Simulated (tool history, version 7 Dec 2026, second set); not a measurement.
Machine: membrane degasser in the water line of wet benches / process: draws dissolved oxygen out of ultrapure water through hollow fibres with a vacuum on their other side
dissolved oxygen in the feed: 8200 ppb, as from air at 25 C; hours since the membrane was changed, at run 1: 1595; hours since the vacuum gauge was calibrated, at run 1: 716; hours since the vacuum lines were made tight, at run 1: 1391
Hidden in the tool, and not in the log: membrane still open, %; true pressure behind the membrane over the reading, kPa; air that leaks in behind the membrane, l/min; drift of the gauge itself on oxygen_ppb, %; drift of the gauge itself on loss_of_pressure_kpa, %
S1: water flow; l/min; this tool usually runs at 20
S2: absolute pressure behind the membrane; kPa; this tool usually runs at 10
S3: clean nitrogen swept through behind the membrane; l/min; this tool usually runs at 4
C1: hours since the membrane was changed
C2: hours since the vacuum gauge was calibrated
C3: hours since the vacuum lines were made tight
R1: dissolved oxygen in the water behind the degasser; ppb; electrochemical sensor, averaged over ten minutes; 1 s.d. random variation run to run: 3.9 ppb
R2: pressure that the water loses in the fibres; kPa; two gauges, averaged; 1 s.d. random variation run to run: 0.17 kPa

Run 1, hour 0: usual settings; C1 1595; C2 716; C3 1391. Result: R1 393 ppb, R2 25.67 kPa.
Run 2, hour 42.4: usual settings; C1 1637; C2 759; C3 1433. Result: R1 397.8 ppb, R2 25.8 kPa.
Run 3, hour 78.8: usual settings but S3 6.81 l/min; C1 1674; C2 795; C3 1470. Result: R1 361.1 ppb, R2 25.96 kPa.
Run 4, hour 129.6: usual settings; C1 1724; C2 846; C3 1521. Result: R1 395.9 ppb, R2 25.5 kPa.
Run 5, hour 150.8: usual settings but S3 4.97 l/min; C1 1746; C2 867; C3 1542. Result: R1 376.9 ppb, R2 26.01 kPa.
Run 6, hour 177.4: usual settings but S3 4.97 l/min; C1 1772; C2 894; C3 1568. Result: R1 378.7 ppb, R2 25.76 kPa.
Run 7, hour 213.6: usual settings but S3 4.97 l/min; C1 1808; C2 930; C3 1605. Result: R1 386.6 ppb, R2 25.63 kPa.
Run 8, hour 235.9: usual settings but S1 18 l/min; C1 1831; C2 952; C3 1627. Result: R1 316 ppb, R2 23.22 kPa.
Run 9, hour 259.1: usual settings but S1 18 l/min; C1 1854; C2 975; C3 1650. Result: R1 309.6 ppb, R2 23.23 kPa.
Run 10, hour 301: usual settings but S1 18 l/min; C1 1896; C2 1017; C3 1692. Result: R1 308.7 ppb, R2 23.45 kPa.
At hour 304.6: vacuum gauge calibrated.
Run 11, hour 343.3: usual settings; C1 1938; C2 39; C3 1734. Result: R1 403.8 ppb, R2 25.62 kPa.
Run 12, hour 368.6: usual settings; C1 1963; C2 64; C3 1759. Result: R1 395.7 ppb, R2 25.43 kPa.
Run 13, hour 403.2: usual settings; C1 1997; C2 99; C3 1794. Result: R1 405.8 ppb, R2 25.87 kPa.
Run 14, hour 442.9: usual settings; C1 2037; C2 138; C3 1833. Result: R1 398.5 ppb, R2 25.79 kPa.
Run 15, hour 478.1: usual settings; C1 2072; C2 174; C3 1869. Result: R1 393.6 ppb, R2 25.81 kPa.
Run 16, hour 501.7: usual settings; C1 2096; C2 197; C3 1892. Result: R1 400.3 ppb, R2 25.89 kPa.
Run 17, hour 540.1: usual settings but S1 19 l/min, S2 6.4 kPa, S3 2.09 l/min; C1 2134; C2 236; C3 1931. Result: R1 344.5 ppb, R2 24.43 kPa.
Run 18, hour 585.1: usual settings but S1 22 l/min, S2 10.4 kPa, S3 2.22 l/min; C1 2179; C2 281; C3 1976. Result: R1 562.3 ppb, R2 28.28 kPa.
At hour 611.9: vacuum gauge calibrated, once more.
Run 19, hour 629.2: usual settings but S1 19 l/min, S2 8.1 kPa, S3 10.51 l/min; C1 2223; C2 17; C3 2019. Result: R1 306 ppb, R2 24.57 kPa.
Run 20, hour 674.2: usual settings but S2 15.5 kPa, S3 7.27 l/min; C1 2268; C2 62; C3 2064. Result: R1 400.6 ppb, R2 25.7 kPa.
Run 21, hour 713.4: usual settings but S2 15.5 kPa, S3 7.27 l/min; C1 2307; C2 102; C3 2103. Result: R1 405.3 ppb, R2 25.46 kPa.
Run 22, hour 760.8: usual settings but S1 17 l/min, S2 6.1 kPa, S3 2.25 l/min; C1 2355; C2 149; C3 2151. Result: R1 264.8 ppb, R2 21.89 kPa.
Run 23, hour 803: usual settings but S1 17 l/min, S2 6.1 kPa, S3 2.25 l/min; C1 2397; C2 191; C3 2193. Result: R1 262.1 ppb, R2 22.05 kPa.
Run 24, hour 855.3: usual settings but S1 17 l/min, S2 6.1 kPa, S3 2.25 l/min; C1 2449; C2 243; C3 2245. Result: R1 263.1 ppb, R2 22.13 kPa.
Run 25, hour 893.1: usual settings but S1 17 l/min, S2 6.1 kPa, S3 2.25 l/min; C1 2487; C2 281; C3 2283. Result: R1 259 ppb, R2 22.11 kPa.
Run 26, hour 934.3: usual settings but S2 7.2 kPa, S3 3.31 l/min; C1 2528; C2 322; C3 2324. Result: R1 380 ppb, R2 25.89 kPa.
Run 27, hour 980.1: usual settings but S1 14 l/min, S2 11.7 kPa, S3 9.59 l/min; C1 2574; C2 368; C3 2370. Result: R1 148.2 ppb, R2 18.11 kPa.
Run 28, hour 1011.4: usual settings but S1 14 l/min, S2 11.7 kPa, S3 9.59 l/min; C1 2605; C2 400; C3 2401. Result: R1 148 ppb, R2 18.15 kPa.
Run 29, hour 1047.2: usual settings but S1 14 l/min, S2 11.7 kPa, S3 9.59 l/min; C1 2641; C2 435; C3 2437. Result: R1 146.9 ppb, R2 18.23 kPa.
Run 30, hour 1080.6: usual settings but S1 13 l/min, S2 10.1 kPa, S3 4.54 l/min; C1 2674; C2 469; C3 2471. Result: R1 141.1 ppb, R2 16.82 kPa.
Run 31, hour 1131.3: usual settings but S3 8.91 l/min; C1 2725; C2 519; C3 2521. Result: R1 360.9 ppb, R2 25.98 kPa.

A few steps of R1 between consecutive runs. Split each: what settings, incoming material and random variation would produce without the hidden state, and what is left over for the hidden state, along with gauge scatter present in only one of the two compared results (measured, and without hidden state):
Run 18 -> 19: S1 22 -> 19, S2 10.4 -> 8.1, S3 2.22 -> 10.51, vacuum gauge calibrated, once more. R1 -256.3 ppb: hidden state -4.5, all else -251.8.
Run 25 -> 26: S1 17 -> 20, S2 6.1 -> 7.2, S3 2.25 -> 3.31. R1 +121 ppb: hidden state +5.4, all else +115.6.
Run 26 -> 27: S1 20 -> 14, S2 7.2 -> 11.7, S3 3.31 -> 9.59. R1 -231.8 ppb: hidden state -10.4, all else -221.4.
Run 30 -> 31: S1 13 -> 20, S2 10.1 -> 10, S3 4.54 -> 8.91. R1 +219.8 ppb: hidden state +12.4, all else +207.4.
